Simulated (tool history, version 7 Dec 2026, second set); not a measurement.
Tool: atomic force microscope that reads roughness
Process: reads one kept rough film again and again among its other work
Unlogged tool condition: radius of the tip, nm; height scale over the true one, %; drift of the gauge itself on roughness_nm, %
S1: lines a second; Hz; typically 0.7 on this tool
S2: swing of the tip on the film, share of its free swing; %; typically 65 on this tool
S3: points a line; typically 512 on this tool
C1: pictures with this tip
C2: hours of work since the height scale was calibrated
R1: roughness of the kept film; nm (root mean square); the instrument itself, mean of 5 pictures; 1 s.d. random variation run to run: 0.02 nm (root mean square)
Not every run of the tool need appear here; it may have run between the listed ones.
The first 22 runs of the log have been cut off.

run   hour     S1  S2   S3   C1   C2     R1
 23  166.3  1.203  74  377  156  308  4.362
 24  173.6  1.241  71  512  169  312  4.386
 25    183  1.264  87  378  184  317  3.991
     184.4  -- height scale calibrated on a step standard
 26    194  2.921  66  591  201    5  4.129
 27  199.9  3.485  71  958  210    8  3.825
 28  208.4  3.485  71  958  224   13  3.825
     215.8  -- new tip fitted
 29  216.5  1.387  65  512    1   17  4.688
       218  -- height scale calibrated on a step standard, once more
 30  222.4  1.387  65  512    9    2  4.704
 31  231.8    0.7  65  521   25    7  4.803
 32  237.5    0.7  65  521   34   10  4.784
 33  244.7    0.7  60  622   46   14  4.833
 34  254.3    0.7  60  622   62   19  4.772
 35  261.3    0.7  60  622   74   23  4.801
 36  268.1  1.549  72  363   85   26  4.393
 37  278.4  1.827  58  644  102   32   4.63

Consider 3 possible next runs. They are alternatives, not a sequence: every one starts from the tool as it was left by run 37. What does each give?
  A  282.9  1.728  65  1010  109  34   ?
  B  282.9  0.862  63   425  109  34   ?
  C  282.9    0.7  65   710  109  34   ?

run     R1
  A  4.474
  B  4.718
  C  4.696
Without the tool's hidden state the same runs would have given:
run     R1
  A  4.615
  B  4.867
  C  4.844

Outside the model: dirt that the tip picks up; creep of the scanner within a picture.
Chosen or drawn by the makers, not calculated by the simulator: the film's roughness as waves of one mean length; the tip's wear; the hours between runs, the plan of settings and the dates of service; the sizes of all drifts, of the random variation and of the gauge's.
